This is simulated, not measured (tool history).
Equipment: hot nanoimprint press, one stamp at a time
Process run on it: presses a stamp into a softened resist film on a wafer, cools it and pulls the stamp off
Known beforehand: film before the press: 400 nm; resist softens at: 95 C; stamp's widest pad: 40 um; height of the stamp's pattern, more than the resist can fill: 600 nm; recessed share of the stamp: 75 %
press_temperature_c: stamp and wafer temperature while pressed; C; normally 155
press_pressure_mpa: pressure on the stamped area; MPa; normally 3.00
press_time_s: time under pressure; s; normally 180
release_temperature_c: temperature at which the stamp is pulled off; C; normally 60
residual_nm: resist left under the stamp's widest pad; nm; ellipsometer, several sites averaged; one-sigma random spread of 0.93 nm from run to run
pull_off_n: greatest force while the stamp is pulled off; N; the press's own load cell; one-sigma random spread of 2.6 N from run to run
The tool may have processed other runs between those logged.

Run 1, day 0.000: usual settings. Result: residual_nm 166.4 nm, pull_off_n 159 N.
Run 2, day 2.025: usual settings. Result: residual_nm 167.6 nm, pull_off_n 164 N.
At day 4.612: plate thermocouple calibrated.
Run 3, day 4.983: usual settings but press_temperature_c 148 C. Result: residual_nm 241.8 nm, pull_off_n 172 N.
At day 8.058: stamp cleaned and given a new release coat.
Run 4, day 8.633: usual settings but press_temperature_c 148 C. Result: residual_nm 242.5 nm, pull_off_n 157 N.
Run 5, day 11.675: usual settings but press_temperature_c 148 C. Result: residual_nm 238.4 nm, pull_off_n 158 N.
Run 6, day 14.825: usual settings but press_temperature_c 148 C. Result: residual_nm 240.1 nm, pull_off_n 167 N.
At day 16.446: plate thermocouple calibrated, once more.
At day 16.975: stamp cleaned and given a new release coat.
Run 7, day 17.292: usual settings but press_temperature_c 148 C. Result: residual_nm 271.6 nm, pull_off_n 154 N.
Run 8, day 19.354: usual settings but press_temperature_c 148 C. Result: residual_nm 268.5 nm, pull_off_n 164 N.
Run 9, day 21.883: usual settings. Result: residual_nm 181.9 nm, pull_off_n 173 N.
At day 25.925: stamp cleaned and given a new release coat.
Run 10, day 25.925: usual settings but press_temperature_c 162 C. Result: residual_nm 116.6 nm, pull_off_n 153 N.
Run 11, day 28.054: usual settings but press_temperature_c 162 C. Result: residual_nm 116.1 nm, pull_off_n 165 N.
Run 12, day 30.296: usual settings but press_temperature_c 162 C. Result: residual_nm 116.4 nm, pull_off_n 166 N.
Run 13, day 32.467: usual settings but press_temperature_c 162 C. Result: residual_nm 114.5 nm, pull_off_n 180 N.
At day 34.812: stamp cleaned and given a new release coat.
Run 14, day 36.196: usual settings but press_temperature_c 162 C. Result: residual_nm 114.0 nm, pull_off_n 164 N.
Run 15, day 38.617: usual settings but press_temperature_c 162 C, press_time_s 131 s. Result: residual_nm 130.3 nm, pull_off_n 168 N.
Run 16, day 41.850: usual settings but press_temperature_c 147 C, press_pressure_mpa 1.98 MPa, press_time_s 244 s, release_temperature_c 45 C. Result: residual_nm 286.5 nm, pull_off_n 200 N.
At day 43.592: stamp cleaned and given a new release coat.
Run 17, day 46.333: usual settings but press_temperature_c 161 C, press_pressure_mpa 3.48 MPa, press_time_s 107 s, release_temperature_c 62 C. Result: residual_nm 138.8 nm, pull_off_n 165 N.
Run 18, day 50.292: usual settings but press_temperature_c 161 C, press_pressure_mpa 3.48 MPa, press_time_s 107 s, release_temperature_c 62 C. Result: residual_nm 138.4 nm, pull_off_n 171 N.
At day 50.933: plate thermocouple calibrated.
At day 52.667: stamp cleaned and given a new release coat.
Run 19, day 54.662: usual settings but press_temperature_c 161 C, press_pressure_mpa 3.48 MPa, press_time_s 107 s, release_temperature_c 62 C. Result: residual_nm 143.1 nm, pull_off_n 159 N.
Run 20, day 56.829: usual settings but press_temperature_c 161 C, press_pressure_mpa 3.48 MPa, press_time_s 287 s, release_temperature_c 57 C. Result: residual_nm 95.7 nm, pull_off_n 175 N.
Run 21, day 58.779: usual settings but press_temperature_c 161 C, press_pressure_mpa 3.48 MPa, press_time_s 287 s, release_temperature_c 57 C. Result: residual_nm 94.0 nm, pull_off_n 180 N.
At day 61.688: stamp cleaned and given a new release coat.
Run 22, day 62.350: usual settings but press_temperature_c 163 C, press_pressure_mpa 3.60 MPa, press_time_s 112 s, release_temperature_c 52 C. Result: residual_nm 122.6 nm, pull_off_n 174 N.
Run 23, day 65.196: usual settings but press_temperature_c 163 C, press_pressure_mpa 3.60 MPa, press_time_s 112 s, release_temperature_c 52 C. Result: residual_nm 121.8 nm, pull_off_n 175 N.
At day 68.604: press's hydraulic seals changed and the load cell set to zero.
Run 24, day 69.342: usual settings but press_temperature_c 163 C, press_pressure_mpa 3.60 MPa, press_time_s 112 s, release_temperature_c 52 C. Result: residual_nm 114.5 nm, pull_off_n 189 N.
At day 70.762: stamp cleaned and given a new release coat.
Run 25, day 72.608: usual settings but press_temperature_c 163 C, press_pressure_mpa 2.78 MPa, press_time_s 321 s, release_temperature_c 52 C. Result: residual_nm 82.3 nm, pull_off_n 179 N.
Run 26, day 75.912: usual settings but press_temperature_c 163 C, press_pressure_mpa 2.03 MPa, press_time_s 321 s, release_temperature_c 52 C. Result: residual_nm 96.3 nm, pull_off_n 187 N.
At day 79.712: stamp cleaned and given a new release coat.
Run 27, day 80.142: usual settings but press_temperature_c 163 C, press_pressure_mpa 2.03 MPa, press_time_s 321 s, release_temperature_c 52 C. Result: residual_nm 95.8 nm, pull_off_n 165 N.
Run 28, day 83.854: usual settings but press_temperature_c 163 C, press_pressure_mpa 2.03 MPa, press_time_s 321 s, release_temperature_c 52 C. Result: residual_nm 94.8 nm, pull_off_n 184 N.

4 ways to go on from here, each from the tool as it stands after run 28. What would each give?
At day 85.683: plate thermocouple calibrated.
Run A, day 85.862: usual settings but press_pressure_mpa 3.23 MPa, press_time_s 299 s. Result: residual_nm ?, pull_off_n ?.
At day 85.683: plate thermocouple calibrated.
Run B, day 85.862: usual settings but press_temperature_c 153 C, press_pressure_mpa 3.53 MPa, release_temperature_c 54 C. Result: residual_nm ?, pull_off_n ?.
At day 85.683: plate thermocouple calibrated.
Run C, day 85.862: usual settings but press_temperature_c 158 C, press_pressure_mpa 4.05 MPa, press_time_s 321 s, release_temperature_c 50 C. Result: residual_nm ?, pull_off_n ?.
At day 85.683: plate thermocouple calibrated.
Run D, day 85.862: usual settings but press_temperature_c 163 C, press_pressure_mpa 2.03 MPa, press_time_s 102 s. Result: residual_nm ?, pull_off_n ?.

run  residual_nm  pull_off_n
  A        140.5         176
  B        189.3         187
  C         99.5         192
  D        165.6         174
Had the tool no hidden state, the same runs would have come out as:
run  residual_nm  pull_off_n
  A        140.6         157
  B        189.3         167
  C         99.4         171
  D        165.9         155
